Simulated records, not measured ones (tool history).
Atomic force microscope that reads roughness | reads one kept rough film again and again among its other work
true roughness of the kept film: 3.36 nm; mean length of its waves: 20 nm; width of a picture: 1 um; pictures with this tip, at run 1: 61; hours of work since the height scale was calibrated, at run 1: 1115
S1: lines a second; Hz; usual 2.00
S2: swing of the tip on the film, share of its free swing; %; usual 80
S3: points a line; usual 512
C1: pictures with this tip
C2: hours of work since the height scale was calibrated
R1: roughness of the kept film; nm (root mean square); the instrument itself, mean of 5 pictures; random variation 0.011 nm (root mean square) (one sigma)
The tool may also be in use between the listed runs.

| run | hour | S1 | S2 | S3 | C1 | C2 | R1 |
|---|---|---|---|---|---|---|---|
| 1 | 0.0 | 2.00 | 80 | 512 | 61 | 1115 | 2.207 |
| 2 | 36.2 | 0.83 | 80 | 512 | 125 | 1138 | 2.092 |
| 3 | 68.4 | 0.83 | 80 | 512 | 182 | 1159 | 1.880 |
|  | 89.6 | new tip fitted |
| 4 | 100.5 | 0.83 | 80 | 512 | 19 | 1179 | 2.577 |
| 5 | 124.9 | 0.83 | 80 | 512 | 63 | 1194 | 2.335 |
|  | 158.1 | height scale calibrated on a step standard |
| 6 | 169.9 | 0.83 | 80 | 512 | 141 | 8 | 1.970 |
| 7 | 193.6 | 0.83 | 80 | 512 | 183 | 23 | 1.829 |
|  | 213.2 | new tip fitted |
| 8 | 213.2 | 0.83 | 80 | 512 | 0 | 35 | 2.682 |
| 9 | 252.8 | 0.83 | 80 | 512 | 70 | 60 | 2.276 |
| 10 | 286.1 | 0.83 | 80 | 512 | 129 | 81 | 2.049 |
| 11 | 315.2 | 2.00 | 73 | 512 | 181 | 100 | 1.795 |
|  | 334.7 | new tip fitted |
| 12 | 335.1 | 2.00 | 73 | 512 | 0 | 112 | 2.596 |
| 13 | 358.7 | 2.00 | 73 | 512 | 42 | 127 | 2.307 |
| 14 | 399.7 | 2.28 | 65 | 329 | 115 | 153 | 1.971 |
| 15 | 421.6 | 3.76 | 80 | 348 | 154 | 167 | 1.534 |
|  | 455.7 | new tip fitted |
| 16 | 462.6 | 3.76 | 80 | 612 | 12 | 193 | 2.147 |
| 17 | 487.4 | 3.76 | 80 | 612 | 56 | 208 | 1.933 |
| 18 | 517.7 | 1.18 | 55 | 971 | 110 | 228 | 2.231 |
| 19 | 553.8 | 0.57 | 58 | 512 | 174 | 251 | 1.987 |
| 20 | 574.2 | 0.57 | 58 | 512 | 210 | 264 | 1.859 |
|  | 578.3 | new tip fitted |
| 21 | 595.3 | 2.00 | 55 | 512 | 31 | 277 | 2.577 |
| 22 | 614.0 | 0.98 | 71 | 750 | 64 | 289 | 2.341 |
| 23 | 654.3 | 0.98 | 71 | 750 | 135 | 314 | 2.030 |
| 24 | 680.6 | 0.98 | 71 | 750 | 182 | 331 | 1.879 |
|  | 702.1 | new tip fitted |
| 25 | 721.5 | 1.53 | 59 | 512 | 35 | 357 | 2.495 |

Forecast each of these 5 alternatives for the next run:
| A | 756.8 | 1.53 | 59 | 749 | 98 | 379 | ? |
| B | 756.8 | 1.53 | 85 | 512 | 98 | 379 | ? |
| C | 756.8 | 1.60 | 59 | 512 | 98 | 379 | ? |
| D | 756.8 | 0.81 | 80 | 512 | 98 | 379 | ? |
| E | 756.8 | 2.75 | 59 | 512 | 98 | 379 | ? |

| run | R1 |
|---|---|
| A | 2.244 |
| B | 1.994 |
| C | 2.226 |
| D | 2.160 |
| E | 2.153 |
Without the tool's hidden state the same runs would have given:
| run | R1 |
|---|---|
| A | 2.783 |
| B | 2.472 |
| C | 2.758 |
| D | 2.678 |
| E | 2.670 |
